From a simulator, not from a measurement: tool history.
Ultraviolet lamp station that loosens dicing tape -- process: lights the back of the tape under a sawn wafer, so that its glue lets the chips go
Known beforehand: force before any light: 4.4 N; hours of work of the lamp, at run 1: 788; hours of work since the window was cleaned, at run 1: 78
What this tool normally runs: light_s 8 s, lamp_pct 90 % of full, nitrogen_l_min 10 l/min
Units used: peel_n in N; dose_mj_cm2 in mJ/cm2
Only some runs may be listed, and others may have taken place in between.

| run | hour | light_s | lamp_pct | nitrogen_l_min | hours of work of the lamp | hours of work since the window was cleaned | peel_n | dose_mj_cm2 |
|---|---|---|---|---|---|---|---|---|
| 1 | 0 | 8 | 90 | 10 | 788 | 78 | 0.458 | 503 |
| 2 | 28.7 | 8 | 90 | 10 | 809 | 99 | 0.44 | 505 |
| 3 | 45.5 | 8 | 67 | 10 | 821 | 111 | 0.748 | 374 |
| 4 | 60.1 | 8 | 77 | 10 | 831 | 122 | 0.595 | 429 |
| 5 | 77.8 | 8 | 64 | 10 | 844 | 134 | 0.821 | 359 |
| 6 | 102.2 | 8 | 64 | 10 | 862 | 152 | 0.85 | 358 |
| 7 | 133.6 | 8 | 64 | 10 | 884 | 174 | 0.832 | 354 |
| 8 | 155.6 | 8 | 64 | 10 | 900 | 190 | 0.828 | 356 |
| 9 | 172 | 8 | 90 | 10 | 912 | 202 | 0.442 | 501 |
| 10 | 197.5 | 8 | 90 | 10 | 930 | 220 | 0.455 | 502 |
| 11 | 221.3 | 8 | 90 | 10 | 947 | 237 | 0.47 | 507 |
| 12 | 250.9 | 8 | 90 | 10 | 968 | 259 | 0.435 | 501 |
| 13 | 270.6 | 8 | 72 | 10 | 983 | 273 | 0.697 | 401 |
| 14 | 301.9 | 8 | 72 | 10 | 1005 | 295 | 0.686 | 401 |
| 15 | 321.7 | 8 | 90 | 7 | 1019 | 309 | 0.546 | 505 |
| 16 | 353.7 | 8 | 90 | 5 | 1042 | 332 | 0.619 | 499 |
| 17 | 376.3 | 8 | 90 | 5 | 1058 | 349 | 0.63 | 493 |
| 18 | 405.6 | 8 | 90 | 5 | 1079 | 370 | 0.631 | 498 |
| 19 | 434.1 | 8 | 90 | 4 | 1100 | 390 | 0.7 | 498 |
| 20 | 449 | 8 | 90 | 4 | 1111 | 401 | 0.668 | 495 |
| 21 | 474.4 | 8 | 90 | 18 | 1129 | 419 | 0.368 | 501 |
| 22 | 489.5 | 8 | 93 | 10 | 1140 | 430 | 0.44 | 520 |
| 23 | 510.6 | 7 | 90 | 5 | 1155 | 445 | 0.799 | 438 |
| 24 | 530.7 | 10 | 83 | 4 | 1169 | 459 | 0.52 | 582 |
| 25 | 546.8 | 8 | 95 | 4 | 1181 | 471 | 0.614 | 532 |
| 26 | 576.7 | 8 | 100 | 10 | 1202 | 492 | 0.367 | 558 |
| 27 | 590 | 8 | 100 | 10 | 1212 | 502 | 0.36 | 558 |
|  | 603.5 | window cleaned of glue's vapour |
| 28 | 608.5 | 13 | 60 | 7 | 1225 | 4 | 0.454 | 542 |
| 29 | 629.8 | 13 | 60 | 7 | 1240 | 19 | 0.452 | 540 |
| 30 | 653.1 | 8 | 80 | 10 | 1257 | 36 | 0.556 | 444 |
| 31 | 675 | 9 | 68 | 3 | 1272 | 51 | 1.055 | 427 |
| 32 | 700.7 | 9 | 68 | 3 | 1291 | 70 | 1.005 | 423 |
| 33 | 726.2 | 12 | 67 | 10 | 1309 | 88 | 0.372 | 555 |
| 34 | 740.4 | 12 | 67 | 17 | 1319 | 98 | 0.297 | 557 |

Run 35 comes next. What will it give?
| 35 | 763.3 | 8 | 63 | 8 | 1336 | 115 | ? | ? |

{"run 35": {"peel_n": 0.901, "dose_mj_cm2": 353}}
With no hidden state in the tool, this same run would have given peel_n 0.898 N, dose_mj_cm2 354 mJ/cm2.
